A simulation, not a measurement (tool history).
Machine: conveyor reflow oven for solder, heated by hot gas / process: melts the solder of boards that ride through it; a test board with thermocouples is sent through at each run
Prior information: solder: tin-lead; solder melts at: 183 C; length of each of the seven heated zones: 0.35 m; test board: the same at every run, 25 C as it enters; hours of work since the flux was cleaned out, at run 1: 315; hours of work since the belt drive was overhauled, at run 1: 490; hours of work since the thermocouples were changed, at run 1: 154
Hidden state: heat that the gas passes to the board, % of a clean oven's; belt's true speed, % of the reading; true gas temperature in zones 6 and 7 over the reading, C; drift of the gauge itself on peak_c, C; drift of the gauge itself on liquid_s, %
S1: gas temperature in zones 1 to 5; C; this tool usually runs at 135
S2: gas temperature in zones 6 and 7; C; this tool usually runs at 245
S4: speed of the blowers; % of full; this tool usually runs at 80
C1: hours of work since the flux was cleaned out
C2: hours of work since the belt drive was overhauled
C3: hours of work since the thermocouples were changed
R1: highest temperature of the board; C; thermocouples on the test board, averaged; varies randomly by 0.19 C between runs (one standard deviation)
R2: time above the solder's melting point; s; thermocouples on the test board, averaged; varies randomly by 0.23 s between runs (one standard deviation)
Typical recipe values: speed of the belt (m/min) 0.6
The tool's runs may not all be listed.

run 1 hour=0 | S1=135 S2=245 speed_of_the_belt_(m/min)=0.6 S4=80 | C1=315 C2=490 C3=154 | R1=225.2 R2=57.1
run 2 hour=51.6 | S1=135 S2=245 speed_of_the_belt_(m/min)=0.6 S4=82 | C1=350 C2=524 C3=189 | R1=225.6 R2=57.2
-- hour=63.8 flux residue cleaned out of gas plates and filters
run 3 hour=107.6 | S1=135 S2=245 speed_of_the_belt_(m/min)=0.6 S4=82 | C1=29 C2=558 C3=223 | R1=228.4 R2=58.9
run 4 hour=166.7 | S1=135 S2=245 speed_of_the_belt_(m/min)=0.6 S4=80 | C1=69 C2=598 C3=262 | R1=227.9 R2=59.2
run 5 hour=235.9 | S1=135 S2=245 speed_of_the_belt_(m/min)=0.6 S4=80 | C1=115 C2=644 C3=309 | R1=227.4 R2=58.4
run 6 hour=301.8 | S1=135 S2=245 speed_of_the_belt_(m/min)=0.6 S4=80 | C1=159 C2=688 C3=353 | R1=227.8 R2=59.3
run 7 hour=389.8 | S1=135 S2=245 speed_of_the_belt_(m/min)=0.577 S4=80 | C1=218 C2=747 C3=411 | R1=229 R2=61.8
run 8 hour=448 | S1=135 S2=245 speed_of_the_belt_(m/min)=0.577 S4=80 | C1=256 C2=786 C3=450 | R1=228.6 R2=62.1
run 9 hour=513.6 | S1=133 S2=245 speed_of_the_belt_(m/min)=0.6 S4=80 | C1=300 C2=829 C3=494 | R1=226.6 R2=57.9
run 10 hour=556.9 | S1=133 S2=234 speed_of_the_belt_(m/min)=0.6 S4=80 | C1=329 C2=858 C3=523 | R1=217.4 R2=51.2
-- hour=600.1 flux residue cleaned out of gas plates and filters
run 11 hour=628.5 | S1=135 S2=245 speed_of_the_belt_(m/min)=0.6 S4=80 | C1=19 C2=903 C3=567 | R1=229.2 R2=60.1
run 12 hour=681.2 | S1=147 S2=245 speed_of_the_belt_(m/min)=0.6 S4=80 | C1=54 C2=938 C3=602 | R1=231.3 R2=64.9
run 13 hour=732.6 | S1=147 S2=245 speed_of_the_belt_(m/min)=0.6 S4=80 | C1=88 C2=972 C3=637 | R1=231.3 R2=65
run 14 hour=779 | S1=126 S2=244 speed_of_the_belt_(m/min)=0.617 S4=67 | C1=119 C2=1003 C3=668 | R1=223.3 R2=51.6
run 15 hour=861.7 | S1=126 S2=244 speed_of_the_belt_(m/min)=0.617 S4=85 | C1=175 C2=1058 C3=723 | R1=225.8 R2=54.3
run 16 hour=938.5 | S1=135 S2=245 speed_of_the_belt_(m/min)=0.569 S4=61 | C1=226 C2=1110 C3=774 | R1=227.5 R2=62.5
run 17 hour=1002.3 | S1=135 S2=245 speed_of_the_belt_(m/min)=0.623 S4=73 | C1=268 C2=1152 C3=817 | R1=225.9 R2=56.2
run 18 hour=1087.3 | S1=137 S2=245 speed_of_the_belt_(m/min)=0.542 S4=80 | C1=325 C2=1209 C3=873 | R1=232.2 R2=69.1
-- hour=1135.1 flux residue cleaned out of gas plates and filters
run 19 hour=1186.2 | S1=123 S2=245 speed_of_the_belt_(m/min)=0.6 S4=60 | C1=34 C2=1272 C3=936 | R1=224.1 R2=54.4
run 20 hour=1235.4 | S1=123 S2=234 speed_of_the_belt_(m/min)=0.6 S4=62 | C1=67 C2=1304 C3=969 | R1=215.4 R2=47.2
run 21 hour=1282 | S1=121 S2=237 speed_of_the_belt_(m/min)=0.637 S4=58 | C1=98 C2=1336 C3=1000 | R1=213.6 R2=42.4
run 22 hour=1348.7 | S1=120 S2=245 speed_of_the_belt_(m/min)=0.699 S4=80 | C1=143 C2=1380 C3=1045 | R1=221.1 R2=43.5
run 23 hour=1400.8 | S1=129 S2=254 speed_of_the_belt_(m/min)=0.6 S4=85 | C1=177 C2=1415 C3=1079 | R1=238.4 R2=63.8
-- hour=1408.2 thermocouples of zones 6 and 7 changed
run 24 hour=1490.7 | S1=135 S2=245 speed_of_the_belt_(m/min)=0.518 S4=79 | C1=236 C2=1474 C3=55 | R1=231.6 R2=72.4
run 25 hour=1549.8 | S1=121 S2=243 speed_of_the_belt_(m/min)=0.562 S4=63 | C1=275 C2=1513 C3=94 | R1=222.4 R2=55.8

What would each run have given without the hidden state, its run-to-run variation left as it was?
run=1 R1=226.9 R2=57.7
run=2 R1=227.4 R2=57.8
run=3 R1=227.6 R2=57.9
run=4 R1=227.2 R2=58.1
run=5 R1=226.9 R2=57.4
run=6 R1=227.3 R2=58.3
run=7 R1=228.6 R2=60.8
run=8 R1=228.4 R2=61
run=9 R1=226.6 R2=57.1
run=10 R1=217.4 R2=50.7
run=11 R1=226.8 R2=57.7
run=12 R1=229 R2=62.5
run=13 R1=229.1 R2=62.7
run=14 R1=221.1 R2=49.1
run=15 R1=223.9 R2=52.1
run=16 R1=225.5 R2=59.8
run=17 R1=224.2 R2=53.9
run=18 R1=230.4 R2=66.4
run=19 R1=220.2 R2=50.3
run=20 R1=211.7 R2=42.9
run=21 R1=210 R2=38.3
run=22 R1=217.8 R2=40.2
run=23 R1=235 R2=60.3
run=24 R1=231.6 R2=70.2
run=25 R1=222.3 R2=54.1

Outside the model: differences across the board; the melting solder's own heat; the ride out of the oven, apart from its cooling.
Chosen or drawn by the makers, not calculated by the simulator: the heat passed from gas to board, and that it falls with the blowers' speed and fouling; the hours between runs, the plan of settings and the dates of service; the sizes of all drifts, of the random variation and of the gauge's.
